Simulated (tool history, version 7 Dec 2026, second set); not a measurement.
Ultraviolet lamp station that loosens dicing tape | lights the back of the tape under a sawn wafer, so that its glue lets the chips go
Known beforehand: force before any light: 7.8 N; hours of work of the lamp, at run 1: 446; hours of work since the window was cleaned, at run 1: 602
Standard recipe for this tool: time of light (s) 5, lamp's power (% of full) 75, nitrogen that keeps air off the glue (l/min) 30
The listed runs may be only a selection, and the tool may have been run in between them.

run,hour,time of light (s),lamp's power (% of full),nitrogen that keeps air off the glue (l/min),hours of work of the lamp,hours of work since the window was cleaned,force that peels the tape off (N),light that reached the tape (mJ/cm2)
1,0,5,75,30,446,602,1.704,206
# hour 11.5: window cleaned of glue's vapour
2,18.3,5,75,30,458,4,1.292,241
3,35.8,5,75,30,469,16,1.322,240
4,46.6,5,75,30,476,23,1.386,236
5,55.3,3,75,30,481,28,2.673,142
6,70.2,5,75,30,491,38,1.361,230
7,82.4,5,75,30,499,46,1.366,233
8,91.2,5,62,30,505,51,1.833,192
9,105.1,5,62,30,513,60,1.851,188
10,114.6,5,62,30,520,66,1.95,189
11,129.8,5,75,30,529,76,1.423,221
12,149.3,5,75,30,542,89,1.418,222
13,167.4,2,94,14,554,100,4.228,109
14,177.5,6,97,43,560,107,0.543,339
15,197.3,5,75,10,573,120,2.655,214
16,208.9,5,75,10,580,127,2.605,212
17,225,5,61,9,591,137,3.29,179
18,235.6,3,91,9,598,144,3.68,155
19,246.6,7,60,24,605,151,1.482,240
20,266.1,5,65,30,617,164,1.935,184
21,277.4,5,63,23,624,171,2.285,173
22,297.2,3,62,29,637,184,3.52,100
23,312.6,3,75,30,647,194,2.942,123

Hidden state at the last listed run before each entry between runs and at the first one after, where it differs:
After run 1, before run 2: window cleaned of glue's vapour (hour 11.5)
  lamp's light, % of a new lamp's: 79.5 -> 79.1; light that the window lets through, % of a clean one's: 84.6 -> 98.7
  the result without the hidden state subtracted from the measured one, force that peels the tape off (N): +0.831 -> +0.461; light that reached the tape (mJ/cm2): -100 -> -67
